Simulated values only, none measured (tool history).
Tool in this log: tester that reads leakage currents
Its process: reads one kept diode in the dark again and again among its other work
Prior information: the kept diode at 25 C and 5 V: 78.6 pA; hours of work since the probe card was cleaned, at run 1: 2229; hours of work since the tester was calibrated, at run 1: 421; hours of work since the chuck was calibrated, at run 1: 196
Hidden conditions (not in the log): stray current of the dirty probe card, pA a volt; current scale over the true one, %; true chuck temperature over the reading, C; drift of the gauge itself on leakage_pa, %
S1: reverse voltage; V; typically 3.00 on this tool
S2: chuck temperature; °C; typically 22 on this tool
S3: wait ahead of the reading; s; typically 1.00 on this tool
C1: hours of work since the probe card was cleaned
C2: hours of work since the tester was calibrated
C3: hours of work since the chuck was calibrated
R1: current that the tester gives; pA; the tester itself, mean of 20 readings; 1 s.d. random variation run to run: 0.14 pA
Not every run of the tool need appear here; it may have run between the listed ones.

run,hour,S1,S2,S3,C1,C2,C3,R1
1,0.0,3.00,22,1.00,2229,421,196,48.47
2,195.5,3.00,22,1.00,2352,544,319,49.71
3,340.0,3.00,22,1.00,2443,635,410,50.52
4,475.9,3.00,35,1.00,2529,721,496,160.44
5,602.0,3.00,35,1.00,2608,800,575,163.55
6,710.3,3.00,35,1.00,2676,868,643,164.22
7,828.6,3.00,35,1.00,2751,943,717,166.52
8,943.9,3.00,22,1.00,2823,1015,790,54.05
9,1141.9,3.00,22,1.00,2948,1140,915,55.72
# hour 1173.3: chuck's temperature calibrated
10,1265.0,3.00,22,1.00,3024,1216,58,48.62
11,1369.6,3.00,22,1.00,3090,1282,123,49.11
# hour 1475.5: probe card cleaned and baked
12,1610.0,3.00,22,1.00,85,1431,273,48.38
13,1724.8,3.00,22,1.00,157,1503,345,49.47
14,1956.6,3.00,22,1.00,303,1649,491,50.46
15,2194.8,3.00,22,1.00,452,1799,641,52.25
16,2345.8,3.00,22,1.00,548,1894,736,52.91
17,2570.2,3.00,22,1.00,689,2035,877,54.48
# hour 2679.2: chuck's temperature calibrated
18,2702.5,3.00,22,1.00,771,2117,15,46.28
19,2875.2,6.24,22,1.00,879,2226,123,72.45
20,3119.6,4.74,22,1.00,1033,2379,277,63.82
21,3363.2,11.57,45,0.90,1186,2533,430,797.70
22,3487.8,11.57,45,0.90,1265,2611,509,811.07
23,3596.3,3.68,26,2.51,1333,2679,577,82.30
24,3795.6,3.68,47,2.51,1458,2805,702,503.58
25,4035.3,5.38,22,4.57,1609,2955,853,74.83
# hour 4162.2: chuck's temperature calibrated
26,4286.1,3.66,26,4.57,1766,3112,78,75.48
27,4542.2,3.66,26,4.57,1927,3273,239,78.45
28,4773.0,1.07,28,1.00,2072,3418,384,47.60
29,4969.6,1.07,28,1.00,2196,3542,508,48.79
30,5113.0,3.00,28,1.00,2286,3632,598,90.41
31,5307.2,6.33,28,0.38,2408,3754,720,147.71
32,5431.9,6.41,24,7.47,2486,3833,799,100.95
# hour 5651.0: chuck's temperature calibrated
33,5651.0,7.98,35,2.39,2623,3969,0,257.73
# hour 5673.6: tester calibrated
34,5899.1,3.00,56,1.00,2778,142,155,808.45
35,6149.5,19.47,56,1.06,2935,299,312,2429.63
36,6393.8,16.22,22,1.00,3089,453,466,139.55
# hour 6506.1: probe card cleaned and baked
37,6650.5,7.62,47,0.54,91,613,626,737.74
38,6859.6,7.62,28,0.54,222,744,757,152.60

Difference, measured minus no-hidden-state, one row per run. Run-to-run variation is common to both terms; the gauge's own scatter need not be:
run,R1
1,+3.18
2,+4.27
3,+5.12
4,+14.66
5,+16.97
6,+18.77
7,+20.76
8,+8.82
9,+10.16
10,+3.04
11,+3.62
12,+3.08
13,+3.81
14,+5.19
15,+6.69
16,+7.61
17,+9.02
18,+0.78
19,+2.91
20,+4.36
21,+58.36
22,+68.90
23,+9.26
24,+55.77
25,+12.70
26,+3.73
27,+6.03
28,+4.32
29,+5.43
30,+11.61
31,+21.75
32,+17.87
33,+1.45
34,-1.92
35,+56.15
36,+16.68
37,+49.94
38,+14.68

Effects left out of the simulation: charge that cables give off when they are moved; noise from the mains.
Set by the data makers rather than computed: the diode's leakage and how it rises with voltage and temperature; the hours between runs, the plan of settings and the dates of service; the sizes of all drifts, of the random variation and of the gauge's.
